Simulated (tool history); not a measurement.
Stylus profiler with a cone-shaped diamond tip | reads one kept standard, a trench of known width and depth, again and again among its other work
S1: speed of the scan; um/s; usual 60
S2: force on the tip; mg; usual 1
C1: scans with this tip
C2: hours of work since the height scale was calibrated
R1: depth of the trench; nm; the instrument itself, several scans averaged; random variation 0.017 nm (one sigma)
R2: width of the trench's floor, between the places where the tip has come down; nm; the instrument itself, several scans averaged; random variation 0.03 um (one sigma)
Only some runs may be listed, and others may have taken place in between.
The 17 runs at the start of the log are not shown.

run     day   S1    S2    C1   C2      R1     R2
 18  20.596   60     1  5183  458  100.92  28220
 19  21.579   60     1  5362  474  100.91  28190
 20  22.408   60     1  5512  487  100.95  28180
 21  23.688   60     1  5745  508  100.89  28220
 22  24.867   60     1  5960  527  100.93  28180
 23  25.821   37  0.35  6133  542   100.5  28160
 24  27.196   46  1.51  6383  564  101.21  28360
 25  28.525   18  1.66  6624  585  101.32  28440
 26  29.808   18  1.66  6858  606   101.3  28420
 27  30.712   47  1.66  7021  621  101.33  28320
 28  31.917  133  2.05  7240  640  101.48  27930
 29  33.071  133  2.05  7450  658  101.52  27990
 30  33.962  201  0.35  7612  673  100.46  26360
 31  35.221   62  1.22  7841  693  101.07  28220
 32  36.354   62  1.22  8047  711  101.07  28220
 33  37.488   26  2.03  8253  729  101.49  28450

Run 34, settings as shown, results not yet in. Your forecast:
 34  38.212  38  0.85  8385  741   ?   ?

{"run 34": {"R1": 100.85, "R2": 28280}}
On a tool with no hidden condition, and with the same random variation, this run would have come out at R1 100.84 nm, R2 28310 nm.
